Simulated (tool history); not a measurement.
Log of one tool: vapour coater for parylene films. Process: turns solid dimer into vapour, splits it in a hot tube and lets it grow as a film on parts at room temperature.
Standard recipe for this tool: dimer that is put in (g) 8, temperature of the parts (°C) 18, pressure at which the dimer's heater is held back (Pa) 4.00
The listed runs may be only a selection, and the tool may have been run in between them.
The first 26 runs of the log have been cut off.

run   hour  dimer that is put in (g)  temperature of the parts (°C)  pressure at which the dimer's heater is held back (Pa)  thickness of the film (um)
 27  504.0                         4                             12                                                    2.24                        1.23
     507.2  -- table's thermometer calibrated
 28  517.1                        12                             14                                                    4.96                        3.29
 29  540.9                         4                             18                                                    6.80                        0.92
 30  566.5                         6                             12                                                    8.32                        1.61
 31  585.3                         6                             12                                                    8.32                        1.60
     594.3  -- table's thermometer calibrated, once more
 32  603.4                         6                             12                                                    8.32                        1.65
 33  623.8                         8                             17                                                    4.00                        2.02
 34  639.2                         6                             25                                                    5.34                        1.19
 35  652.2                         5                             11                                                    2.88                        1.58
 36  673.9                         8                             25                                                    2.44                        1.70
 37  693.1                         8                             25                                                    2.44                        1.66
 38  710.2                         8                             25                                                    2.44                        1.68
 39  723.7                         4                             18                                                    2.88                        1.03
 40  736.4                        12                             23                                                    4.00                        2.60
 41  757.3                         3                             13                                                    4.00                        0.86
 42  776.3                         3                             13                                                    2.84                        0.88
 43  799.1                        11                             27                                                    2.84                        2.14
 44  816.4                        12                             27                                                    5.01                        2.23
 45  832.1                        12                             27                                                    5.01                        2.21
 46  856.9                         5                             17                                                    3.33                        1.25

Run 47 is up next; what results do you expect?
 47  869.4                         5                             17                                                    3.33                           ?

Run 47 gave thickness of the film (um) 1.26.
Minus the tool's unlogged condition, the same run would have read thickness of the film (um) 1.39.
